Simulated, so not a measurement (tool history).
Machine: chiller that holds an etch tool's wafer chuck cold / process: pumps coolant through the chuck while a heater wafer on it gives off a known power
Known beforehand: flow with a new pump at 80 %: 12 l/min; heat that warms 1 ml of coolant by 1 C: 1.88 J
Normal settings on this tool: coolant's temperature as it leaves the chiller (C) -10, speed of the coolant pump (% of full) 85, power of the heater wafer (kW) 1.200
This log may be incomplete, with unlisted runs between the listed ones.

run    hour  coolant's temperature as it leaves the chiller (C)  speed of the coolant pump (% of full)  power of the heater wafer (kW)  chuck's temperature once it has settled (C)  how much warmer the coolant comes back (C)
  1     0.0                                                 -10                                     85                           1.200                                         -0.1                                        2.99
  2    72.9                                                 -10                                     85                           0.971                                         -2.0                                        2.44
  3   128.5                                                 -10                                     85                           1.030                                         -1.3                                        2.56
  4   169.3                                                 -15                                     85                           1.200                                         -4.8                                        2.91
  5   257.8                                                 -10                                     76                           1.200                                          0.9                                        3.33
  6   337.9                                                 -10                                     85                           1.200                                         -0.1                                        2.93
  7   384.1                                                 -10                                     85                           1.200                                         -0.1                                        2.92
  8   449.3                                                 -10                                     83                           1.200                                          0.2                                        3.00
  9   530.9                                                 -10                                     83                           1.200                                          0.2                                        2.99
 10   604.8                                                 -10                                     83                           1.200                                          0.2                                        3.00
 11   646.4                                                 -12                                     85                           0.678                                         -6.5                                        1.57
 12   725.4                                                 -12                                     85                           0.678                                         -6.4                                        1.57
 13   802.7                                                 -10                                     79                           1.200                                          0.7                                        3.10
 14   853.4                                                 -10                                     79                           1.200                                          0.8                                        3.13
 15   934.2                                                 -10                                     77                           1.348                                          2.4                                        3.58
 16   982.8                                                 -10                                     79                           1.348                                          2.1                                        3.44
 17  1034.6                                                 -10                                     85                           1.566                                          3.1                                        3.70
 18  1098.4                                                 -10                                     85                           1.566                                          3.1                                        3.72

Missing from the log above: 2 entries noted between runs. For each, name the pair of listed runs it sits between and say how the tool's hidden condition differs from the listed run just before to the listed run just after:
From run 4 to run 5: coolant changed, channels flushed (hour 256.4)
  heat passed by the chuck's channels, % of clean ones': 99.8 -> 100; drift of the gauge itself on warmer_back_c, C: -0.03 -> -0.04
  the result without the hidden state subtracted from the measured one, how much warmer the coolant comes back (C): -0.03 -> -0.04
From run 5 to run 6: chiller's thermometer calibrated (hour 326.5)
  coolant's true temperature over the reading, C: -0.01 -> 0; drift of the gauge itself on warmer_back_c, C: -0.04 -> -0.05
  the result without the hidden state subtracted from the measured one, how much warmer the coolant comes back (C): -0.04 -> -0.05

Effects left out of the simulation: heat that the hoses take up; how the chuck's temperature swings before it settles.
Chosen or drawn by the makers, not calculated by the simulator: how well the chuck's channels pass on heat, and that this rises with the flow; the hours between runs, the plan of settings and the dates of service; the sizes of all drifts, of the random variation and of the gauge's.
